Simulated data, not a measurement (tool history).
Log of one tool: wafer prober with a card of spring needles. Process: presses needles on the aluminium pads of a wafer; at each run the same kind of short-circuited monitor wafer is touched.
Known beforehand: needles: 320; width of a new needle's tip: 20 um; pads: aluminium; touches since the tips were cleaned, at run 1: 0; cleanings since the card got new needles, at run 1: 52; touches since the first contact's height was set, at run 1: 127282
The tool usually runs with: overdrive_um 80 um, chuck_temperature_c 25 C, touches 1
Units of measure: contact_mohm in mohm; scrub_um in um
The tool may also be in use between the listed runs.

run	hour	overdrive_um	chuck_temperature_c	touches	touches since the tips were cleaned	cleanings since the card got new needles	touches since the first contact's height was set	contact_mohm	scrub_um
1	0.0	80	25	1	0	52	127282	222	14.26
# hour 10.5: tips cleaned on abrasive film
2	10.5	80	25	1	3	53	129561	214	14.35
# hour 18.4: height of the first contact set anew
3	18.4	80	25	3	1677	53	3	246	15.18
# hour 21.1: tips cleaned on abrasive film
4	24.9	80	25	1	849	54	1409	279	15.15
# hour 30.6: tips cleaned on abrasive film
# hour 40.2: tips cleaned on abrasive film
5	40.2	80	25	1	9	56	4719	210	15.12
6	47.9	80	25	1	1680	56	6390	320	15.45
# hour 50.7: tips cleaned on abrasive film
7	55.7	80	25	1	1107	57	8093	285	15.18
# hour 60.5: tips cleaned on abrasive film
# hour 70.2: tips cleaned on abrasive film
8	71.4	80	25	1	257	59	11473	241	15.22
# hour 79.8: tips cleaned on abrasive film
9	86.1	80	25	1	1395	60	14691	306	14.96
# hour 90.1: tips cleaned on abrasive film
# hour 99.9: tips cleaned on abrasive film
10	99.9	68	49	1	0	62	17672	233	12.67
# hour 110.0: tips cleaned on abrasive film
11	113.5	68	49	1	759	63	20625	311	12.87
# hour 119.6: tips cleaned on abrasive film
12	127.0	68	99	1	1619	64	23557	370	12.73

Run 13 comes next. What will it give?
# hour 130.2: tips cleaned on abrasive film
13	139.2	64	25	2	1967	65	26211	?	?

{"run 13": {"contact_mohm": 339, "scrub_um": 11.89}}
Minus the tool's unlogged condition, the same run would have read contact_mohm 211 mohm, scrub_um 12.06 um.
